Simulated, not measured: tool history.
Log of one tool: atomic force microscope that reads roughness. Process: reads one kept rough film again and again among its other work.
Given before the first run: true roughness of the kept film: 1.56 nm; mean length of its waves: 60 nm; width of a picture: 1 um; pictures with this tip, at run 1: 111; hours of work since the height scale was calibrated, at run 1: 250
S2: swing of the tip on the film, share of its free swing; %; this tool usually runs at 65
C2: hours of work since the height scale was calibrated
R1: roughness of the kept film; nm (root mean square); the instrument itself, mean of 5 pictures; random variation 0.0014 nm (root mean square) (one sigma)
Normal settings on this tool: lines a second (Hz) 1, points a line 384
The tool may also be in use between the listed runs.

Run 1, hour 0: usual settings; pictures with this tip 111; C2 250. Result: R1 1.462 nm (root mean square).
Run 2, hour 55.9: usual settings; pictures with this tip 176; C2 275. Result: R1 1.456 nm (root mean square).
Run 3, hour 99.3: usual settings; pictures with this tip 227; C2 294. Result: R1 1.452 nm (root mean square).
At hour 155: new tip fitted.
Run 4, hour 160.8: usual settings but lines a second (Hz) 3.53; pictures with this tip 7; C2 321. Result: R1 1.312 nm (root mean square).
Run 5, hour 194.6: usual settings; pictures with this tip 47; C2 336. Result: R1 1.467 nm (root mean square).
Run 6, hour 235.7: usual settings; pictures with this tip 95; C2 354. Result: R1 1.462 nm (root mean square).
Run 7, hour 273: usual settings but S2 82 %; pictures with this tip 139; C2 371. Result: R1 1.357 nm (root mean square).
Run 8, hour 337.8: usual settings but S2 82 %; pictures with this tip 215; C2 399. Result: R1 1.353 nm (root mean square).
Run 9, hour 393.6: usual settings but lines a second (Hz) 1.88, S2 82 %; pictures with this tip 281; C2 424. Result: R1 1.226 nm (root mean square).
At hour 401.3: new tip fitted.
Run 10, hour 464.4: usual settings but lines a second (Hz) 0.61; pictures with this tip 74; C2 455. Result: R1 1.494 nm (root mean square).
Run 11, hour 499.7: usual settings but lines a second (Hz) 0.61; pictures with this tip 115; C2 470. Result: R1 1.491 nm (root mean square).
Run 12, hour 554.7: usual settings but lines a second (Hz) 0.61; pictures with this tip 180; C2 495. Result: R1 1.483 nm (root mean square).
Run 13, hour 612.5: usual settings but S2 66 %; pictures with this tip 248; C2 520. Result: R1 1.445 nm (root mean square).
At hour 646.4: new tip fitted.
Run 14, hour 665.2: usual settings but S2 66 %; pictures with this tip 22; C2 543. Result: R1 1.465 nm (root mean square).
Run 15, hour 722.1: usual settings but S2 84 %; pictures with this tip 88; C2 568. Result: R1 1.347 nm (root mean square).
Run 16, hour 767.7: usual settings; pictures with this tip 142; C2 588. Result: R1 1.46 nm (root mean square).
Run 17, hour 823.2: usual settings; pictures with this tip 207; C2 613. Result: R1 1.453 nm (root mean square).
Run 18, hour 879.1: usual settings; pictures with this tip 273; C2 638. Result: R1 1.446 nm (root mean square).
At hour 894.5: new tip fitted.
Run 19, hour 914.4: usual settings; pictures with this tip 23; C2 653. Result: R1 1.47 nm (root mean square).
Run 20, hour 970: usual settings but lines a second (Hz) 1.24, S2 63 %; pictures with this tip 89; C2 677. Result: R1 1.459 nm (root mean square).
Run 21, hour 1035.8: usual settings but lines a second (Hz) 3.05; pictures with this tip 166; C2 706. Result: R1 1.327 nm (root mean square).
Run 22, hour 1102.7: usual settings but lines a second (Hz) 3.05; pictures with this tip 245; C2 736. Result: R1 1.322 nm (root mean square).
At hour 1144.2: new tip fitted.
Run 23, hour 1178.2: usual settings but lines a second (Hz) 2.36, S2 61 %; pictures with this tip 40; C2 769. Result: R1 1.413 nm (root mean square).
Run 24, hour 1240.9: usual settings but lines a second (Hz) 0.63, points a line 578; pictures with this tip 114; C2 797. Result: R1 1.49 nm (root mean square).
Run 25, hour 1304.8: usual settings but lines a second (Hz) 1.26, S2 69 %; pictures with this tip 189; C2 825. Result: R1 1.415 nm (root mean square).
Run 26, hour 1355.7: usual settings but lines a second (Hz) 2.2, S2 77 %, points a line 743; pictures with this tip 249; C2 847. Result: R1 1.253 nm (root mean square).
At hour 1388.3: new tip fitted.
Run 27, hour 1403.5: usual settings but lines a second (Hz) 2.2, S2 77 %, points a line 743; pictures with this tip 17; C2 868. Result: R1 1.271 nm (root mean square).
Run 28, hour 1443: usual settings but S2 80 %, points a line 272; pictures with this tip 64; C2 886. Result: R1 1.38 nm (root mean square).
Run 29, hour 1486.2: usual settings but lines a second (Hz) 1.2, S2 80 %, points a line 775; pictures with this tip 115; C2 905. Result: R1 1.349 nm (root mean square).
Run 30, hour 1547.9: usual settings but lines a second (Hz) 0.62, S2 61 %, points a line 479; pictures with this tip 187; C2 932. Result: R1 1.495 nm (root mean square).
Run 31, hour 1596.9: usual settings but lines a second (Hz) 0.9, S2 71 %, points a line 945; pictures with this tip 245; C2 954. Result: R1 1.435 nm (root mean square).
At hour 1635.1: new tip fitted.
Run 32, hour 1659.8: usual settings but lines a second (Hz) 0.9, S2 71 %, points a line 945; pictures with this tip 29; C2 981. Result: R1 1.455 nm (root mean square).
Run 33, hour 1724.4: usual settings but lines a second (Hz) 0.9, S2 71 %, points a line 945; pictures with this tip 105; C2 1010. Result: R1 1.449 nm (root mean square).
Run 34, hour 1789.7: usual settings but lines a second (Hz) 1.07, S2 82 %, points a line 465; pictures with this tip 182; C2 1038. Result: R1 1.35 nm (root mean square).
Run 35, hour 1854.6: usual settings but lines a second (Hz) 1.89, S2 63 %, points a line 784; pictures with this tip 259; C2 1067. Result: R1 1.41 nm (root mean square).
At hour 1879.6: new tip fitted.
Run 36, hour 1887.8: usual settings but lines a second (Hz) 1.89, S2 63 %, points a line 784; pictures with this tip 10; C2 1082. Result: R1 1.431 nm (root mean square).
Run 37, hour 1967.9: usual settings but lines a second (Hz) 1.89, S2 58 %, points a line 806; pictures with this tip 104; C2 1117. Result: R1 1.453 nm (root mean square).

Branching from run 37: 4 alternative next runs. What would each branch give?
Run A, hour 2028.3: usual settings but lines a second (Hz) 3.98, S2 72 %, points a line 444; pictures with this tip 175; C2 1144. Result: R1 ?.
Run B, hour 2028.3: usual settings but lines a second (Hz) 1.89, S2 58 %, points a line 557; pictures with this tip 175; C2 1144. Result: R1 ?.
Run C, hour 2028.3: usual settings but points a line 888; pictures with this tip 175; C2 1144. Result: R1 ?.
Run D, hour 2028.3: usual settings but lines a second (Hz) 1.72, S2 62 %, points a line 698; pictures with this tip 175; C2 1144. Result: R1 ?.

run     R1
  A  1.178
  B  1.449
  C  1.461
  D  1.434
The same runs, with their run-to-run variation unchanged, on a tool lacking any hidden condition would have given:
run     R1
  A  1.187
  B   1.46
  C  1.472
  D  1.445

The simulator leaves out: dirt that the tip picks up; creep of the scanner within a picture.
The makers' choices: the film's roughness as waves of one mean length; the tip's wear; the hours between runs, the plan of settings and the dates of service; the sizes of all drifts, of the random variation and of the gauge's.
